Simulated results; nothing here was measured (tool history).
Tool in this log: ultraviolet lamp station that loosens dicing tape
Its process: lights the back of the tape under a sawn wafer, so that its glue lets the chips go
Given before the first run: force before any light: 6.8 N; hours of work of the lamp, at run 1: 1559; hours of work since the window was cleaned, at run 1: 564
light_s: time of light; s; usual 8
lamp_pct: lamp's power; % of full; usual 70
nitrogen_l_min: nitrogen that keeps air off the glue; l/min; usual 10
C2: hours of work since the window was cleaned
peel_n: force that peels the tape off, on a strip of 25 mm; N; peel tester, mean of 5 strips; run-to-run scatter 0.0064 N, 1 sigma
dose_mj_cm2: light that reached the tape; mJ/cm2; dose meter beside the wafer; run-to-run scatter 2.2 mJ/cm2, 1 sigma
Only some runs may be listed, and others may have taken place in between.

{"run": 1, "hour": 0.0, "light_s": 8, "lamp_pct": 70, "nitrogen_l_min": 10, "hours of work of the lamp": 1559, "C2": 564, "peel_n": 0.207, "dose_mj_cm2": 177}
{"run": 2, "hour": 80.3, "light_s": 8, "lamp_pct": 70, "nitrogen_l_min": 10, "hours of work of the lamp": 1598, "C2": 603, "peel_n": 0.201, "dose_mj_cm2": 182}
{"run": 3, "hour": 174.2, "light_s": 8, "lamp_pct": 70, "nitrogen_l_min": 14, "hours of work of the lamp": 1643, "C2": 649, "peel_n": 0.168, "dose_mj_cm2": 177}
{"hour": 228.8, "done": "window cleaned of glue's vapour"}
{"run": 4, "hour": 266.7, "light_s": 8, "lamp_pct": 70, "nitrogen_l_min": 14, "hours of work of the lamp": 1688, "C2": 18, "peel_n": 0.165, "dose_mj_cm2": 177}
{"run": 5, "hour": 351.1, "light_s": 8, "lamp_pct": 70, "nitrogen_l_min": 14, "hours of work of the lamp": 1729, "C2": 59, "peel_n": 0.164, "dose_mj_cm2": 181}
{"run": 6, "hour": 425.7, "light_s": 14, "lamp_pct": 70, "nitrogen_l_min": 14, "hours of work of the lamp": 1765, "C2": 95, "peel_n": 0.111, "dose_mj_cm2": 312}
{"hour": 501.9, "done": "lamp changed"}
{"run": 7, "hour": 515.7, "light_s": 14, "lamp_pct": 70, "nitrogen_l_min": 14, "hours of work of the lamp": 7, "C2": 138, "peel_n": 0.098, "dose_mj_cm2": 313}
{"run": 8, "hour": 566.1, "light_s": 14, "lamp_pct": 70, "nitrogen_l_min": 14, "hours of work of the lamp": 31, "C2": 163, "peel_n": 0.099, "dose_mj_cm2": 312}
{"run": 9, "hour": 653.1, "light_s": 8, "lamp_pct": 70, "nitrogen_l_min": 10, "hours of work of the lamp": 73, "C2": 205, "peel_n": 0.203, "dose_mj_cm2": 176}
{"run": 10, "hour": 745.1, "light_s": 8, "lamp_pct": 70, "nitrogen_l_min": 10, "hours of work of the lamp": 118, "C2": 250, "peel_n": 0.205, "dose_mj_cm2": 178}
{"run": 11, "hour": 814.9, "light_s": 8, "lamp_pct": 70, "nitrogen_l_min": 10, "hours of work of the lamp": 152, "C2": 283, "peel_n": 0.199, "dose_mj_cm2": 179}
{"run": 12, "hour": 909.2, "light_s": 8, "lamp_pct": 70, "nitrogen_l_min": 10, "hours of work of the lamp": 197, "C2": 329, "peel_n": 0.193, "dose_mj_cm2": 174}
{"run": 13, "hour": 996.8, "light_s": 8, "lamp_pct": 70, "nitrogen_l_min": 4, "hours of work of the lamp": 240, "C2": 371, "peel_n": 0.436, "dose_mj_cm2": 175}
{"run": 14, "hour": 1083.6, "light_s": 8, "lamp_pct": 70, "nitrogen_l_min": 4, "hours of work of the lamp": 282, "C2": 413, "peel_n": 0.425, "dose_mj_cm2": 179}
{"run": 15, "hour": 1132.1, "light_s": 8, "lamp_pct": 70, "nitrogen_l_min": 10, "hours of work of the lamp": 305, "C2": 437, "peel_n": 0.219, "dose_mj_cm2": 175}
{"run": 16, "hour": 1225.6, "light_s": 8, "lamp_pct": 70, "nitrogen_l_min": 10, "hours of work of the lamp": 350, "C2": 482, "peel_n": 0.217, "dose_mj_cm2": 177}
{"run": 17, "hour": 1300.7, "light_s": 8, "lamp_pct": 70, "nitrogen_l_min": 10, "hours of work of the lamp": 387, "C2": 519, "peel_n": 0.202, "dose_mj_cm2": 177}
{"run": 18, "hour": 1344.6, "light_s": 8, "lamp_pct": 69, "nitrogen_l_min": 10, "hours of work of the lamp": 408, "C2": 540, "peel_n": 0.204, "dose_mj_cm2": 174}
{"run": 19, "hour": 1405.4, "light_s": 8, "lamp_pct": 69, "nitrogen_l_min": 10, "hours of work of the lamp": 438, "C2": 569, "peel_n": 0.215, "dose_mj_cm2": 179}
{"run": 20, "hour": 1496.0, "light_s": 6, "lamp_pct": 75, "nitrogen_l_min": 10, "hours of work of the lamp": 481, "C2": 613, "peel_n": 0.334, "dose_mj_cm2": 141}
{"run": 21, "hour": 1585.2, "light_s": 6, "lamp_pct": 83, "nitrogen_l_min": 19, "hours of work of the lamp": 525, "C2": 656, "peel_n": 0.171, "dose_mj_cm2": 155}
{"hour": 1619.8, "done": "window cleaned of glue's vapour"}
{"run": 22, "hour": 1675.9, "light_s": 8, "lamp_pct": 69, "nitrogen_l_min": 3, "hours of work of the lamp": 568, "C2": 27, "peel_n": 0.594, "dose_mj_cm2": 174}
{"run": 23, "hour": 1730.9, "light_s": 5, "lamp_pct": 68, "nitrogen_l_min": 3, "hours of work of the lamp": 595, "C2": 54, "peel_n": 1.438, "dose_mj_cm2": 105}
{"run": 24, "hour": 1819.0, "light_s": 8, "lamp_pct": 60, "nitrogen_l_min": 9, "hours of work of the lamp": 638, "C2": 96, "peel_n": 0.309, "dose_mj_cm2": 150}
{"run": 25, "hour": 1865.3, "light_s": 5, "lamp_pct": 79, "nitrogen_l_min": 11, "hours of work of the lamp": 660, "C2": 119, "peel_n": 0.44, "dose_mj_cm2": 125}
{"run": 26, "hour": 1959.3, "light_s": 5, "lamp_pct": 79, "nitrogen_l_min": 11, "hours of work of the lamp": 706, "C2": 164, "peel_n": 0.414, "dose_mj_cm2": 126}
{"run": 27, "hour": 2052.5, "light_s": 8, "lamp_pct": 70, "nitrogen_l_min": 10, "hours of work of the lamp": 751, "C2": 210, "peel_n": 0.205, "dose_mj_cm2": 178}
{"run": 28, "hour": 2092.3, "light_s": 8, "lamp_pct": 70, "nitrogen_l_min": 10, "hours of work of the lamp": 770, "C2": 229, "peel_n": 0.192, "dose_mj_cm2": 180}
{"run": 29, "hour": 2136.8, "light_s": 8, "lamp_pct": 70, "nitrogen_l_min": 10, "hours of work of the lamp": 792, "C2": 250, "peel_n": 0.209, "dose_mj_cm2": 175}
{"run": 30, "hour": 2199.1, "light_s": 7, "lamp_pct": 92, "nitrogen_l_min": 10, "hours of work of the lamp": 822, "C2": 281, "peel_n": 0.153, "dose_mj_cm2": 203}
{"run": 31, "hour": 2294.1, "light_s": 6, "lamp_pct": 70, "nitrogen_l_min": 3, "hours of work of the lamp": 868, "C2": 327, "peel_n": 1.004, "dose_mj_cm2": 137}
{"run": 32, "hour": 2360.7, "light_s": 7, "lamp_pct": 93, "nitrogen_l_min": 10, "hours of work of the lamp": 900, "C2": 359, "peel_n": 0.141, "dose_mj_cm2": 209}
{"run": 33, "hour": 2432.2, "light_s": 9, "lamp_pct": 67, "nitrogen_l_min": 10, "hours of work of the lamp": 935, "C2": 393, "peel_n": 0.174, "dose_mj_cm2": 192}
{"run": 34, "hour": 2503.3, "light_s": 5, "lamp_pct": 87, "nitrogen_l_min": 13, "hours of work of the lamp": 969, "C2": 428, "peel_n": 0.305, "dose_mj_cm2": 140}
{"run": 35, "hour": 2598.4, "light_s": 7, "lamp_pct": 68, "nitrogen_l_min": 10, "hours of work of the lamp": 1015, "C2": 474, "peel_n": 0.286, "dose_mj_cm2": 152}
{"run": 36, "hour": 2656.2, "light_s": 9, "lamp_pct": 90, "nitrogen_l_min": 14, "hours of work of the lamp": 1043, "C2": 502, "peel_n": 0.099, "dose_mj_cm2": 254}
{"run": 37, "hour": 2719.5, "light_s": 5, "lamp_pct": 72, "nitrogen_l_min": 8, "hours of work of the lamp": 1074, "C2": 533, "peel_n": 0.639, "dose_mj_cm2": 114}

Predict each of these 5 candidate next runs independently; none follows another, all start after run 37:
{"run": "A", "hour": 2776.2, "light_s": 5, "lamp_pct": 86, "nitrogen_l_min": 8, "hours of work of the lamp": 1101, "C2": 560, "peel_n": "?", "dose_mj_cm2": "?"}
{"run": "B", "hour": 2776.2, "light_s": 8, "lamp_pct": 62, "nitrogen_l_min": 10, "hours of work of the lamp": 1101, "C2": 560, "peel_n": "?", "dose_mj_cm2": "?"}
{"run": "C", "hour": 2776.2, "light_s": 5, "lamp_pct": 70, "nitrogen_l_min": 10, "hours of work of the lamp": 1101, "C2": 560, "peel_n": "?", "dose_mj_cm2": "?"}
{"run": "D", "hour": 2776.2, "light_s": 16, "lamp_pct": 70, "nitrogen_l_min": 7, "hours of work of the lamp": 1101, "C2": 560, "peel_n": "?", "dose_mj_cm2": "?"}
{"run": "E", "hour": 2776.2, "light_s": 8, "lamp_pct": 85, "nitrogen_l_min": 10, "hours of work of the lamp": 1101, "C2": 560, "peel_n": "?", "dose_mj_cm2": "?"}

run=A peel_n=0.450 dose_mj_cm2=136
run=B peel_n=0.272 dose_mj_cm2=157
run=C peel_n=0.591 dose_mj_cm2=112
run=D peel_n=0.108 dose_mj_cm2=356
run=E peel_n=0.137 dose_mj_cm2=217
Had the tool no hidden state, the same runs would have come out as:
run=A peel_n=0.449 dose_mj_cm2=136
run=B peel_n=0.271 dose_mj_cm2=158
run=C peel_n=0.590 dose_mj_cm2=112
run=D peel_n=0.108 dose_mj_cm2=357
run=E peel_n=0.136 dose_mj_cm2=218
